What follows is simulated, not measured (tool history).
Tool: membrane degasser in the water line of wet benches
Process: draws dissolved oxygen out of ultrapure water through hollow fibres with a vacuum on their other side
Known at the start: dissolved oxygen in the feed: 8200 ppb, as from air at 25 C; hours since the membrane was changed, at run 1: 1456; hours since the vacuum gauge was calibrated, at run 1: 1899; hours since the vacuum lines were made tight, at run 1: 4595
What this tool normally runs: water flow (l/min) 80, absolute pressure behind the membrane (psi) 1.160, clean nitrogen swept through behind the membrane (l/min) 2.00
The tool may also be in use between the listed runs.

run	day	water flow (l/min)	absolute pressure behind the membrane (psi)	clean nitrogen swept through behind the membrane (l/min)	hours since the membrane was changed	hours since the vacuum gauge was calibrated	hours since the vacuum lines were made tight	dissolved oxygen in the water behind the degasser (ppb)	pressure that the water loses in the fibres (psi)
1	0.000	80	1.160	2.00	1456	1899	4595	453.1	8.401
2	11.912	55	1.160	2.00	1742	2185	4881	327.6	5.835
3	20.454	113	1.160	2.00	1947	2390	5086	606.7	12.021
4	27.642	80	1.268	2.00	2120	2563	5259	501.5	8.543
5	40.104	80	1.268	2.00	2419	2862	5558	498.0	8.580
6	49.329	80	1.268	2.00	2640	3083	5779	523.4	8.551
7	57.417	80	1.268	1.18	2834	3277	5973	715.1	8.601
8	67.992	80	1.268	2.22	3088	3531	6227	478.2	8.633
9	74.925	80	1.160	5.51	3255	3697	6393	248.1	8.620
10	81.608	110	1.160	2.00	3415	3858	6554	613.9	11.864
# day 83.683: seals of the vacuum lines changed
11	87.867	110	1.160	2.00	3563	4006	100	621.2	11.932
12	97.104	110	1.160	2.00	3785	4228	322	619.6	11.938
13	109.238	80	0.801	2.00	4076	4519	613	299.7	8.708
14	118.046	80	0.801	2.00	4287	4730	825	298.7	8.754
15	125.983	80	0.801	2.00	4478	4921	1015	296.2	8.715
16	138.779	80	0.801	1.42	4785	5228	1322	360.0	8.759
17	148.825	88	0.811	2.54	5026	5469	1563	297.9	9.738
18	158.512	53	2.231	2.89	5259	5701	1796	533.1	5.825
19	171.950	53	2.231	2.89	5581	6024	2118	552.5	5.923
20	178.788	80	0.976	3.99	5745	6188	2282	271.6	8.884
21	185.504	62	0.935	1.41	5906	6349	2444	364.7	6.870
22	198.425	92	1.160	1.38	6217	6659	2754	704.1	10.257
23	205.700	111	1.780	1.48	6391	6834	2928	1234.5	12.286
24	214.354	111	1.780	1.04	6599	7042	3136	1490.9	12.412
25	224.492	111	1.780	1.04	6842	7285	3379	1486.9	12.437
26	230.283	111	1.780	2.01	6981	7424	3518	1045.3	12.460
27	241.517	120	1.780	2.57	7251	7693	3788	955.9	13.496
28	253.404	80	1.160	0.82	7536	7979	4073	857.1	9.047
29	261.488	87	1.153	1.95	7730	8173	4267	556.4	9.881
30	269.388	51	1.210	0.83	7920	8362	4457	651.5	5.741
31	275.608	80	1.102	1.05	8069	8512	4606	714.2	9.068

Results for each run, recomputed without the tool's hidden state and with each run's random variation untouched:
The tool's hidden condition here consists of: membrane still open, %; true pressure behind the membrane over the reading, kPa; air that leaks in behind the membrane, l/min; drift of the gauge itself on oxygen_ppb, %; drift of the gauge itself on loss_of_pressure_kpa, %.
run	dissolved oxygen in the water behind the degasser (ppb)	pressure that the water loses in the fibres (psi)
1	438.5	8.272
2	315.2	5.729
3	582.4	11.780
4	482.0	8.357
5	476.3	8.370
6	498.9	8.325
7	683.4	8.356
8	451.8	8.366
9	228.0	8.338
10	573.9	11.457
11	579.0	11.507
12	575.2	11.486
13	260.5	8.353
14	257.9	8.377
15	254.1	8.321
16	307.6	8.332
17	251.3	9.242
18	507.3	5.516
19	524.1	5.590
20	230.6	8.367
21	314.3	6.460
22	629.9	9.616
23	1157.7	11.491
24	1403.4	11.584
25	1396.6	11.575
26	968.4	11.581
27	877.7	12.512
28	759.0	8.361
29	479.8	9.119
30	578.8	5.285
31	617.3	8.335
